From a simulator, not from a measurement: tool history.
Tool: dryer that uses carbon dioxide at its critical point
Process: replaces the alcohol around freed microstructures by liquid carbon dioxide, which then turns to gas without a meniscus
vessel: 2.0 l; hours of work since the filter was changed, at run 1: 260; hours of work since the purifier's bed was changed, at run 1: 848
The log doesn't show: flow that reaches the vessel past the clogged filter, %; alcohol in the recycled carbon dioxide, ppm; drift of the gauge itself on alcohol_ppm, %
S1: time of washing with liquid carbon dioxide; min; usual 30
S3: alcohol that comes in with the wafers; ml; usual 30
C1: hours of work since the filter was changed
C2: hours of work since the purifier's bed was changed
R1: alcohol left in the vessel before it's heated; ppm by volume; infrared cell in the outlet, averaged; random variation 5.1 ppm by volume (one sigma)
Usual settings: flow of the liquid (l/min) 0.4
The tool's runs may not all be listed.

run 1 hour=0 | S1=30 flow_of_the_liquid_(l/min)=0.4 S3=30 | C1=260 C2=848 | R1=125
run 2 hour=34.3 | S1=30 flow_of_the_liquid_(l/min)=0.4 S3=30 | C1=279 C2=867 | R1=125
run 3 hour=85.6 | S1=30 flow_of_the_liquid_(l/min)=0.4 S3=30 | C1=308 C2=896 | R1=125
run 4 hour=111.1 | S1=30 flow_of_the_liquid_(l/min)=0.4 S3=30 | C1=322 C2=910 | R1=135
run 5 hour=168.7 | S1=30 flow_of_the_liquid_(l/min)=0.4 S3=32 | C1=355 C2=942 | R1=134
run 6 hour=205.3 | S1=30 flow_of_the_liquid_(l/min)=0.596 S3=30 | C1=375 C2=963 | R1=76
run 7 hour=234.7 | S1=30 flow_of_the_liquid_(l/min)=0.596 S3=30 | C1=392 C2=979 | R1=76
run 8 hour=265.4 | S1=30 flow_of_the_liquid_(l/min)=0.596 S3=30 | C1=409 C2=997 | R1=73
-- hour=315.9 inlet filter changed
run 9 hour=318.3 | S1=30 flow_of_the_liquid_(l/min)=0.596 S3=30 | C1=1 C2=1026 | R1=73
run 10 hour=345.2 | S1=30 flow_of_the_liquid_(l/min)=0.596 S3=30 | C1=16 C2=1041 | R1=74
run 11 hour=369.6 | S1=39 flow_of_the_liquid_(l/min)=0.4 S3=30 | C1=30 C2=1054 | R1=83
run 12 hour=400.8 | S1=30 flow_of_the_liquid_(l/min)=0.4 S3=30 | C1=48 C2=1072 | R1=131
run 13 hour=431.9 | S1=30 flow_of_the_liquid_(l/min)=0.4 S3=30 | C1=65 C2=1089 | R1=132
run 14 hour=483.3 | S1=30 flow_of_the_liquid_(l/min)=0.4 S3=30 | C1=94 C2=1118 | R1=133
run 15 hour=515.4 | S1=30 flow_of_the_liquid_(l/min)=0.4 S3=30 | C1=112 C2=1136 | R1=133
run 16 hour=551.6 | S1=30 flow_of_the_liquid_(l/min)=0.4 S3=30 | C1=132 C2=1156 | R1=148
run 17 hour=586.6 | S1=21 flow_of_the_liquid_(l/min)=0.4 S3=30 | C1=152 C2=1176 | R1=409
run 18 hour=627.9 | S1=21 flow_of_the_liquid_(l/min)=0.4 S3=30 | C1=175 C2=1199 | R1=429
-- hour=644.1 purifier's bed changed
run 19 hour=659.7 | S1=30 flow_of_the_liquid_(l/min)=0.262 S3=30 | C1=191 C2=9 | R1=466
run 20 hour=708.2 | S1=38 flow_of_the_liquid_(l/min)=0.4 S3=30 | C1=218 C2=36 | R1=18
run 21 hour=754.8 | S1=38 flow_of_the_liquid_(l/min)=0.4 S3=30 | C1=244 C2=62 | R1=26
run 22 hour=799.6 | S1=38 flow_of_the_liquid_(l/min)=0.4 S3=30 | C1=269 C2=87 | R1=33
run 23 hour=850.6 | S1=38 flow_of_the_liquid_(l/min)=0.4 S3=30 | C1=298 C2=116 | R1=26
run 24 hour=900.8 | S1=30 flow_of_the_liquid_(l/min)=0.548 S3=95 | C1=326 C2=144 | R1=41
run 25 hour=927 | S1=22 flow_of_the_liquid_(l/min)=0.58 S3=95 | C1=341 C2=159 | R1=180
run 26 hour=964.9 | S1=22 flow_of_the_liquid_(l/min)=0.58 S3=95 | C1=362 C2=180 | R1=177
run 27 hour=1016.7 | S1=45 flow_of_the_liquid_(l/min)=0.624 S3=30 | C1=391 C2=209 | R1=26
run 28 hour=1048.2 | S1=45 flow_of_the_liquid_(l/min)=0.624 S3=30 | C1=409 C2=227 | R1=23
run 29 hour=1074.9 | S1=24 flow_of_the_liquid_(l/min)=0.4 S3=47 | C1=424 C2=241 | R1=370
-- hour=1098 inlet filter changed
run 30 hour=1109.4 | S1=21 flow_of_the_liquid_(l/min)=0.4 S3=113 | C1=6 C2=260 | R1=1161
run 31 hour=1146 | S1=33 flow_of_the_liquid_(l/min)=0.264 S3=52 | C1=27 C2=281 | R1=499
run 32 hour=1196.3 | S1=33 flow_of_the_liquid_(l/min)=0.264 S3=52 | C1=55 C2=309 | R1=524
run 33 hour=1237.6 | S1=48 flow_of_the_liquid_(l/min)=0.429 S3=21 | C1=78 C2=332 | R1=26
run 34 hour=1276.3 | S1=29 flow_of_the_liquid_(l/min)=0.528 S3=107 | C1=100 C2=354 | R1=76
run 35 hour=1310.2 | S1=30 flow_of_the_liquid_(l/min)=0.581 S3=22 | C1=119 C2=373 | R1=45
run 36 hour=1349.9 | S1=45 flow_of_the_liquid_(l/min)=0.61 S3=120 | C1=141 C2=395 | R1=27
run 37 hour=1402.4 | S1=27 flow_of_the_liquid_(l/min)=0.61 S3=120 | C1=171 C2=424 | R1=72
run 38 hour=1458.1 | S1=30 flow_of_the_liquid_(l/min)=0.4 S3=35 | C1=202 C2=456 | R1=113
run 39 hour=1484.8 | S1=20 flow_of_the_liquid_(l/min)=0.603 S3=40 | C1=217 C2=471 | R1=118
run 40 hour=1530.1 | S1=20 flow_of_the_liquid_(l/min)=0.603 S3=40 | C1=242 C2=496 | R1=116
run 41 hour=1557.3 | S1=20 flow_of_the_liquid_(l/min)=0.622 S3=22 | C1=257 C2=511 | R1=68
run 42 hour=1602.5 | S1=20 flow_of_the_liquid_(l/min)=0.622 S3=22 | C1=283 C2=537 | R1=88
run 43 hour=1633.2 | S1=30 flow_of_the_liquid_(l/min)=0.427 S3=33 | C1=300 C2=554 | R1=100
run 44 hour=1670.4 | S1=18 flow_of_the_liquid_(l/min)=0.292 S3=36 | C1=321 C2=575 | R1=1818
run 45 hour=1697.6 | S1=23 flow_of_the_liquid_(l/min)=0.384 S3=76 | C1=336 C2=590 | R1=794
run 46 hour=1743.6 | S1=28 flow_of_the_liquid_(l/min)=0.424 S3=22 | C1=362 C2=616 | R1=105

4 ways to go on from here, each from the tool as it stands after run 46. What would each give?
run A hour=1779.9 | S1=30 flow_of_the_liquid_(l/min)=0.603 S3=33 | C1=382 C2=636 | R1=?
run B hour=1779.9 | S1=47 flow_of_the_liquid_(l/min)=0.659 S3=30 | C1=382 C2=636 | R1=?
run C hour=1779.9 | S1=28 flow_of_the_liquid_(l/min)=0.245 S3=62 | C1=382 C2=636 | R1=?
run D hour=1779.9 | S1=25 flow_of_the_liquid_(l/min)=0.337 S3=30 | C1=382 C2=636 | R1=?

run=A R1=48
run=B R1=54
run=C R1=1589
run=D R1=427
Without the tool's hidden state the same runs would have given:
run=A R1=4
run=B R1=11
run=C R1=1338
run=D R1=322
